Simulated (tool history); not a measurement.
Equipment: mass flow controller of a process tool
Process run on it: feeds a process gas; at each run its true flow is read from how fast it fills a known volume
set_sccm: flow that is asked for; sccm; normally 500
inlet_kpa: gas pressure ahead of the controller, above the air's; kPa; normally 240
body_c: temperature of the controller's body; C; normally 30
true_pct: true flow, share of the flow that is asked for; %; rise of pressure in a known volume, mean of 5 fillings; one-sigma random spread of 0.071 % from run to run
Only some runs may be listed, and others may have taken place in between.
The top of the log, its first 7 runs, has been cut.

run	hour	set_sccm	inlet_kpa	body_c	true_pct
8	504.9	140	260	30	101.86
9	547.6	500	240	30	99.68
10	631.7	500	240	30	99.65
11	699.6	500	240	30	99.71
12	758	500	240	30	99.76
13	814.8	260	240	30	100.38
14	889.5	260	240	30	100.49
15	947.6	260	240	30	100.5
16	1038.7	260	240	30	100.54
17	1110.7	260	145	37	101.1
18	1167.4	260	145	37	101.11
19	1221.2	660	145	34	100.03
20	1314.7	201	240	39	101.92
21	1381.5	802	240	25	99.46
22	1460	500	240	28	99.78
23	1502.3	500	240	39	100.2
24	1569.8	322	240	35	100.59
25	1667.7	878	234	30	99.74
26	1726.3	878	234	30	99.68
27	1823.5	878	234	30	99.73
28	1887.8	878	234	30	99.74
29	1980.4	541	240	30	99.91
30	2063.2	541	240	30	99.78
31	2129.6	541	240	30	99.85

Alternative continuations, all from the tool just after run 31; predict every row:
A	2231.5	500	169	31	?
B	2231.5	116	157	28	?
C	2231.5	151	176	23	?
D	2231.5	541	219	30	?
E	2231.5	541	142	30	?

run	true_pct
A	100.1
B	105.04
C	103.01
D	99.86
E	99.89
With the hidden condition removed and each run's random variation left untouched, the same runs would have given:
run	true_pct
A	99.67
B	98.94
C	98.62
D	99.56
E	99.59
